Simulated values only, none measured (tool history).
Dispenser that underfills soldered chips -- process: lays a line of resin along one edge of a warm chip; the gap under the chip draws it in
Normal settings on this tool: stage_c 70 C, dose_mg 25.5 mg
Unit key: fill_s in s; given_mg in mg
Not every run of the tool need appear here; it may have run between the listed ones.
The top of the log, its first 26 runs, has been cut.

{"run": 27, "hour": 89.2, "stage_c": 85, "dose_mg": 31.8, "fill_s": 56.1, "given_mg": 29.14}
{"hour": 90.5, "done": "dispensing valve cleaned and set on the balance"}
{"hour": 92.3, "done": "new syringe of resin"}
{"run": 28, "hour": 93.9, "stage_c": 60, "dose_mg": 29.8, "fill_s": 114.3, "given_mg": 29.6}
{"run": 29, "hour": 97.4, "stage_c": 60, "dose_mg": 27.1, "fill_s": 128.5, "given_mg": 26.89}
{"run": 30, "hour": 102.2, "stage_c": 66, "dose_mg": 32.0, "fill_s": 112.9, "given_mg": 31.9}
{"run": 31, "hour": 105.6, "stage_c": 74, "dose_mg": 25.5, "fill_s": 87.9, "given_mg": 25.15}
{"hour": 108.5, "done": "new syringe of resin"}
{"run": 32, "hour": 109.2, "stage_c": 74, "dose_mg": 25.5, "fill_s": 56.7, "given_mg": 25.09}
{"run": 33, "hour": 114.3, "stage_c": 73, "dose_mg": 32.1, "fill_s": 70.7, "given_mg": 31.49}
{"run": 34, "hour": 118.4, "stage_c": 61, "dose_mg": 28.7, "fill_s": 146.4, "given_mg": 28.22}
{"run": 35, "hour": 120.5, "stage_c": 68, "dose_mg": 31.0, "fill_s": 111.0, "given_mg": 30.38}
{"run": 36, "hour": 123.7, "stage_c": 68, "dose_mg": 31.0, "fill_s": 127.6, "given_mg": 30.26}

3 options for the next run, each taken on its own from the tool as it stands now. Forecast them:
{"hour": 124.5, "done": "new syringe of resin"}
{"run": "A", "hour": 126.1, "stage_c": 84, "dose_mg": 26.0, "fill_s": "?", "given_mg": "?"}
{"hour": 124.5, "done": "new syringe of resin"}
{"run": "B", "hour": 126.1, "stage_c": 63, "dose_mg": 32.8, "fill_s": "?", "given_mg": "?"}
{"hour": 124.5, "done": "new syringe of resin"}
{"run": "C", "hour": 126.1, "stage_c": 58, "dose_mg": 31.0, "fill_s": "?", "given_mg": "?"}

run=A fill_s=37.6 given_mg=25.41
run=B fill_s=96.7 given_mg=32.08
run=C fill_s=123.4 given_mg=30.40
Without the tool's unlogged condition, the same runs would have read:
run=A fill_s=34.1 given_mg=26.01
run=B fill_s=87.3 given_mg=32.83
run=C fill_s=111.0 given_mg=31.11
